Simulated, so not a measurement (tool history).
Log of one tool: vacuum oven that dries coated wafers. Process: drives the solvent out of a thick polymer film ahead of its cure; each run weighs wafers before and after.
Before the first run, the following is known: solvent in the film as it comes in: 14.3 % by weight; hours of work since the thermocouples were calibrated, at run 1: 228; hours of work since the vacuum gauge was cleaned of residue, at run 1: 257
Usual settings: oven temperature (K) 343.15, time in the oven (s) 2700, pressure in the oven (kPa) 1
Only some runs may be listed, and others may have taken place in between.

run	day	oven temperature (K)	time in the oven (s)	pressure in the oven (kPa)	hours of work since the thermocouples were calibrated	hours of work since the vacuum gauge was cleaned of residue	solvent left in the film (%)
1	0	343.15	2700	1	228	257	1.22
2	0.683	343.15	2700	1	235	264	1.17
3	1.25	343.15	2700	1.09	241	270	1.18
4	1.554	343.15	2700	1.09	244	273	1.18
5	2.017	343.15	2700	1.09	248	278	1.18
6	2.683	343.15	2700	1.09	255	284	1.33
7	3.071	343.15	2700	1.09	259	288	1.22
8	3.746	335.15	2820	0.91	266	295	2.27
9	4.346	334.15	3780	0.59	272	301	1.38
10	5.046	348.15	2460	1	279	308	0.93
11	5.588	342.15	2460	1.25	284	314	1.68
12	6.171	339.15	2940	0.63	290	319	1.44
13	6.754	343.15	2700	2.4	296	325	1.76
14	7.108	343.15	2700	2.4	299	329	1.68

Consider 4 possible next runs. They are alternatives, not a sequence: every one starts from the tool as it was left by run 14. What does each give?
A	7.404	336.15	3000	0.93	302	332	?
B	7.404	335.15	2700	1	302	332	?
C	7.404	333.15	2640	0.67	302	332	?
D	7.404	343.15	2700	2.08	302	332	?

run	solvent left in the film (%)
A	1.83
B	2.36
C	2.77
D	1.54
Had the tool no hidden state, the same runs would have come out as:
run	solvent left in the film (%)
A	1.83
B	2.35
C	2.76
D	1.54
